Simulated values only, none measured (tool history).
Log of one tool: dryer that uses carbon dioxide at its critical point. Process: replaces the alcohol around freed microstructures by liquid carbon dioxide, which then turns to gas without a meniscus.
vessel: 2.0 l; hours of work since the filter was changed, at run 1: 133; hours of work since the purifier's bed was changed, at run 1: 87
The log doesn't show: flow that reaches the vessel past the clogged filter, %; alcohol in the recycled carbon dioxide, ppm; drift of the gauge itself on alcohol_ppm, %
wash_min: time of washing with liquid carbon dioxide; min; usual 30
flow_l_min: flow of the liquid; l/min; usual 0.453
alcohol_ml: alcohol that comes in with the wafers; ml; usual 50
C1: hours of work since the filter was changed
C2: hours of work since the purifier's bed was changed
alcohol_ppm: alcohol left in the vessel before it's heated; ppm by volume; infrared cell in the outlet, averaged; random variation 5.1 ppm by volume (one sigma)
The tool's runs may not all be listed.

run 1 day=0 | wash_min=30 flow_l_min=0.453 alcohol_ml=50 | C1=133 C2=87 | alcohol_ppm=150
run 2 day=2.362 | wash_min=30 flow_l_min=0.453 alcohol_ml=50 | C1=177 C2=131 | alcohol_ppm=189
-- day=2.971 inlet filter changed
run 3 day=4.792 | wash_min=30 flow_l_min=0.453 alcohol_ml=50 | C1=34 C2=175 | alcohol_ppm=99
run 4 day=7.104 | wash_min=30 flow_l_min=0.453 alcohol_ml=50 | C1=77 C2=218 | alcohol_ppm=122
run 5 day=8.992 | wash_min=30 flow_l_min=0.453 alcohol_ml=50 | C1=111 C2=253 | alcohol_ppm=154
run 6 day=10.6 | wash_min=30 flow_l_min=0.453 alcohol_ml=50 | C1=141 C2=282 | alcohol_ppm=189
run 7 day=11.821 | wash_min=30 flow_l_min=0.453 alcohol_ml=50 | C1=164 C2=305 | alcohol_ppm=203
-- day=13.125 inlet filter changed
run 8 day=13.617 | wash_min=30 flow_l_min=0.352 alcohol_ml=50 | C1=9 C2=337 | alcohol_ppm=276
run 9 day=16.221 | wash_min=30 flow_l_min=0.352 alcohol_ml=50 | C1=57 C2=386 | alcohol_ppm=329
run 10 day=18.125 | wash_min=30 flow_l_min=0.453 alcohol_ml=50 | C1=93 C2=421 | alcohol_ppm=174
run 11 day=20.308 | wash_min=30 flow_l_min=0.453 alcohol_ml=50 | C1=133 C2=461 | alcohol_ppm=201
run 12 day=22.55 | wash_min=30 flow_l_min=0.453 alcohol_ml=50 | C1=174 C2=503 | alcohol_ppm=240
-- day=23.208 inlet filter changed
run 13 day=24.1 | wash_min=30 flow_l_min=0.453 alcohol_ml=50 | C1=16 C2=531 | alcohol_ppm=167
run 14 day=26.104 | wash_min=30 flow_l_min=0.453 alcohol_ml=50 | C1=54 C2=568 | alcohol_ppm=189
run 15 day=28.542 | wash_min=30 flow_l_min=0.453 alcohol_ml=50 | C1=99 C2=613 | alcohol_ppm=211
run 16 day=30.988 | wash_min=30 flow_l_min=0.453 alcohol_ml=50 | C1=144 C2=658 | alcohol_ppm=251
-- day=33.271 inlet filter changed
run 17 day=33.367 | wash_min=27 flow_l_min=0.485 alcohol_ml=116 | C1=2 C2=702 | alcohol_ppm=304
run 18 day=35.371 | wash_min=27 flow_l_min=0.485 alcohol_ml=116 | C1=39 C2=739 | alcohol_ppm=340
run 19 day=37.358 | wash_min=27 flow_l_min=0.485 alcohol_ml=116 | C1=76 C2=776 | alcohol_ppm=380
run 20 day=39.817 | wash_min=20 flow_l_min=0.447 alcohol_ml=116 | C1=121 C2=821 | alcohol_ppm=1759
run 21 day=41.992 | wash_min=29 flow_l_min=0.67 alcohol_ml=119 | C1=161 C2=861 | alcohol_ppm=205
-- day=43.492 inlet filter changed
run 22 day=43.925 | wash_min=30 flow_l_min=0.303 alcohol_ml=40 | C1=8 C2=896 | alcohol_ppm=495
run 23 day=46.429 | wash_min=25 flow_l_min=0.453 alcohol_ml=21 | C1=54 C2=943 | alcohol_ppm=275
run 24 day=49 | wash_min=27 flow_l_min=0.453 alcohol_ml=51 | C1=102 C2=990 | alcohol_ppm=374
run 25 day=50.271 | wash_min=27 flow_l_min=0.453 alcohol_ml=51 | C1=126 C2=1014 | alcohol_ppm=398
-- day=50.842 purifier's bed changed
run 26 day=52.729 | wash_min=28 flow_l_min=0.743 alcohol_ml=34 | C1=169 C2=35 | alcohol_ppm=18
-- day=53.704 inlet filter changed
run 27 day=53.875 | wash_min=20 flow_l_min=0.433 alcohol_ml=116 | C1=3 C2=55 | alcohol_ppm=1178
run 28 day=56.35 | wash_min=20 flow_l_min=0.433 alcohol_ml=116 | C1=49 C2=101 | alcohol_ppm=1379
run 29 day=58.929 | wash_min=23 flow_l_min=0.453 alcohol_ml=63 | C1=97 C2=149 | alcohol_ppm=452
run 30 day=60.596 | wash_min=23 flow_l_min=0.453 alcohol_ml=63 | C1=128 C2=180 | alcohol_ppm=532
run 31 day=62.783 | wash_min=27 flow_l_min=0.395 alcohol_ml=56 | C1=168 C2=220 | alcohol_ppm=532
-- day=63.775 inlet filter changed
run 32 day=65.092 | wash_min=27 flow_l_min=0.395 alcohol_ml=56 | C1=24 C2=262 | alcohol_ppm=291

Forecast each of these 4 alternatives for the next run:
run A day=66.921 | wash_min=23 flow_l_min=0.586 alcohol_ml=56 | C1=58 C2=296 | alcohol_ppm=?
run B day=66.921 | wash_min=47 flow_l_min=0.501 alcohol_ml=43 | C1=58 C2=296 | alcohol_ppm=?
run C day=66.921 | wash_min=23 flow_l_min=0.395 alcohol_ml=59 | C1=58 C2=296 | alcohol_ppm=?
run D day=66.921 | wash_min=18 flow_l_min=0.395 alcohol_ml=35 | C1=58 C2=296 | alcohol_ppm=?

run=A alcohol_ppm=151
run=B alcohol_ppm=65
run=C alcohol_ppm=627
run=D alcohol_ppm=889
Without the tool's hidden state the same runs would have given:
run=A alcohol_ppm=67
run=B alcohol_ppm=8
run=C alcohol_ppm=448
run=D alcohol_ppm=684
